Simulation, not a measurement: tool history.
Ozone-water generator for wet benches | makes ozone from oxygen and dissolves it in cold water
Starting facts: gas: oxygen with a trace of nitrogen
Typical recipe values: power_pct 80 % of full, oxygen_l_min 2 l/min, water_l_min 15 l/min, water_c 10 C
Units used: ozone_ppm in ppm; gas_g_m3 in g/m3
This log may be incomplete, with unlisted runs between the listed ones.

run     day  power_pct  oxygen_l_min  water_l_min  water_c  ozone_ppm  gas_g_m3
  1       0         80             2           15       10       18.6     286.4
  2   2.129         80             2           15       10       18.3       284
  3   4.896         80             2           15       10       18.1     282.9
  4   7.662         80             2           15       10         18     281.1
  5     9.4         80          2.52           15       10       19.1     249.6
  6  12.088         80          2.52           17       10       16.8     248.7
  7  14.633         80          2.52           17       10       16.6     249.8
  8  16.388         80          2.52           16       10       17.7     250.4
  9  17.954         80             2           15        8       18.1       278
     18.229  -- water thermometer calibrated
 10  20.704         80             2           15        8       18.3     280.6
 11  23.212         80             2           15        8       18.3     283.6
 12  26.021         80             2           15        8       18.3     280.3
 13  28.692         80             2           11       10       24.5     279.6
 14  30.412         80          2.03           15       10       17.8       274
     31.233  -- water thermometer calibrated, once more
 15  32.792         80          2.03           15       10       17.9     279.7
 16  35.512         80          3.15           15        8       19.9     221.1
 17  37.179         79             2           21       10       12.2     275.3
 18  39.358         49          1.07            9       11       18.2     275.6
 19  42.467         49          1.07            9       11       18.2     275.7
 20  44.712         98          1.33            9       11       30.7     396.7
 21  47.579         80          3.57           18       10       16.5     206.4
 22  49.162         77          1.54           15       10         16     310.7

What will run 23 give?
 23  51.371         80           3.1           19       10          ?         ?

Run 23 gave ozone_ppm 15.3 ppm, gas_g_m3 219.3 g/m3.
The same run, on a tool lacking any hidden state, would have yielded ozone_ppm 16.7 ppm, gas_g_m3 235.3 g/m3.

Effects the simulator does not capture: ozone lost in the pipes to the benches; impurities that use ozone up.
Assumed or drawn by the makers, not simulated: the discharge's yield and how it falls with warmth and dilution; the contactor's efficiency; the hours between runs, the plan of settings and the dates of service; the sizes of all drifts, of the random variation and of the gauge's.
